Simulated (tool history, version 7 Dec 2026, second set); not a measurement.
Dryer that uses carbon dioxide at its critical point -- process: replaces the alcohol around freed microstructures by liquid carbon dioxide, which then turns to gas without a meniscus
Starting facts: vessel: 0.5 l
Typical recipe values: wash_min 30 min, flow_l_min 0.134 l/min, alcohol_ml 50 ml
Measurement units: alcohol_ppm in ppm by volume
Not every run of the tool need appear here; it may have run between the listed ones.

run 1 hour=0.0 | wash_min=30 flow_l_min=0.134 alcohol_ml=50 | alcohol_ppm=182
run 2 hour=9.5 | wash_min=30 flow_l_min=0.134 alcohol_ml=50 | alcohol_ppm=185
run 3 hour=17.4 | wash_min=30 flow_l_min=0.134 alcohol_ml=50 | alcohol_ppm=184
run 4 hour=27.1 | wash_min=30 flow_l_min=0.134 alcohol_ml=22 | alcohol_ppm=86
run 5 hour=35.4 | wash_min=30 flow_l_min=0.134 alcohol_ml=23 | alcohol_ppm=95
run 6 hour=41.7 | wash_min=30 flow_l_min=0.134 alcohol_ml=50 | alcohol_ppm=191
run 7 hour=51.5 | wash_min=30 flow_l_min=0.090 alcohol_ml=50 | alcohol_ppm=1547
run 8 hour=60.0 | wash_min=30 flow_l_min=0.109 alcohol_ml=50 | alcohol_ppm=607
run 9 hour=67.2 | wash_min=30 flow_l_min=0.134 alcohol_ml=50 | alcohol_ppm=188
run 10 hour=74.3 | wash_min=30 flow_l_min=0.134 alcohol_ml=50 | alcohol_ppm=193
run 11 hour=82.3 | wash_min=30 flow_l_min=0.134 alcohol_ml=50 | alcohol_ppm=190
run 12 hour=86.9 | wash_min=30 flow_l_min=0.134 alcohol_ml=38 | alcohol_ppm=156
run 13 hour=96.6 | wash_min=30 flow_l_min=0.134 alcohol_ml=38 | alcohol_ppm=157
run 14 hour=105.0 | wash_min=30 flow_l_min=0.134 alcohol_ml=38 | alcohol_ppm=153
run 15 hour=110.9 | wash_min=30 flow_l_min=0.134 alcohol_ml=38 | alcohol_ppm=146
run 16 hour=116.4 | wash_min=30 flow_l_min=0.134 alcohol_ml=50 | alcohol_ppm=199
run 17 hour=122.5 | wash_min=30 flow_l_min=0.134 alcohol_ml=24 | alcohol_ppm=103
run 18 hour=132.9 | wash_min=30 flow_l_min=0.134 alcohol_ml=24 | alcohol_ppm=109
run 19 hour=140.7 | wash_min=41 flow_l_min=0.098 alcohol_ml=84 | alcohol_ppm=377
run 20 hour=145.1 | wash_min=20 flow_l_min=0.226 alcohol_ml=41 | alcohol_ppm=84
run 21 hour=150.5 | wash_min=20 flow_l_min=0.194 alcohol_ml=76 | alcohol_ppm=311
run 22 hour=159.7 | wash_min=30 flow_l_min=0.142 alcohol_ml=22 | alcohol_ppm=74
run 23 hour=169.8 | wash_min=39 flow_l_min=0.188 alcohol_ml=22 | alcohol_ppm=15
run 24 hour=175.6 | wash_min=24 flow_l_min=0.106 alcohol_ml=84 | alcohol_ppm=3380
run 25 hour=181.5 | wash_min=40 flow_l_min=0.167 alcohol_ml=94 | alcohol_ppm=24
run 26 hour=187.6 | wash_min=30 flow_l_min=0.171 alcohol_ml=50 | alcohol_ppm=50
run 27 hour=193.7 | wash_min=45 flow_l_min=0.097 alcohol_ml=33 | alcohol_ppm=99
run 28 hour=202.2 | wash_min=22 flow_l_min=0.154 alcohol_ml=93 | alcohol_ppm=887
run 29 hour=208.7 | wash_min=35 flow_l_min=0.134 alcohol_ml=50 | alcohol_ppm=86
run 30 hour=217.7 | wash_min=46 flow_l_min=0.134 alcohol_ml=88 | alcohol_ppm=38
run 31 hour=223.5 | wash_min=46 flow_l_min=0.134 alcohol_ml=88 | alcohol_ppm=34
run 32 hour=233.9 | wash_min=46 flow_l_min=0.134 alcohol_ml=88 | alcohol_ppm=34
run 33 hour=239.7 | wash_min=46 flow_l_min=0.134 alcohol_ml=88 | alcohol_ppm=33
run 34 hour=244.1 | wash_min=34 flow_l_min=0.125 alcohol_ml=56 | alcohol_ppm=179
run 35 hour=253.8 | wash_min=42 flow_l_min=0.134 alcohol_ml=37 | alcohol_ppm=39
run 36 hour=262.6 | wash_min=42 flow_l_min=0.130 alcohol_ml=71 | alcohol_ppm=53

Results per run with the tool's hidden condition removed, run-to-run variation unchanged:
The hidden state here: flow that reaches the vessel past the clogged filter, %; alcohol in the recycled carbon dioxide, ppm; drift of the gauge itself on alcohol_ppm, %.
run=1 alcohol_ppm=127
run=2 alcohol_ppm=128
run=3 alcohol_ppm=126
run=4 alcohol_ppm=53
run=5 alcohol_ppm=60
run=6 alcohol_ppm=130
run=7 alcohol_ppm=1237
run=8 alcohol_ppm=456
run=9 alcohol_ppm=125
run=10 alcohol_ppm=129
run=11 alcohol_ppm=124
run=12 alcohol_ppm=103
run=13 alcohol_ppm=103
run=14 alcohol_ppm=99
run=15 alcohol_ppm=91
run=16 alcohol_ppm=129
run=17 alcohol_ppm=62
run=18 alcohol_ppm=68
run=19 alcohol_ppm=252
run=20 alcohol_ppm=50
run=21 alcohol_ppm=205
run=22 alcohol_ppm=41
run=23 alcohol_ppm=0
run=24 alcohol_ppm=2632
run=25 alcohol_ppm=5
run=26 alcohol_ppm=22
run=27 alcohol_ppm=53
run=28 alcohol_ppm=615
run=29 alcohol_ppm=43
run=30 alcohol_ppm=14
run=31 alcohol_ppm=11
run=32 alcohol_ppm=10
run=33 alcohol_ppm=9
run=34 alcohol_ppm=104
run=35 alcohol_ppm=16
run=36 alcohol_ppm=21

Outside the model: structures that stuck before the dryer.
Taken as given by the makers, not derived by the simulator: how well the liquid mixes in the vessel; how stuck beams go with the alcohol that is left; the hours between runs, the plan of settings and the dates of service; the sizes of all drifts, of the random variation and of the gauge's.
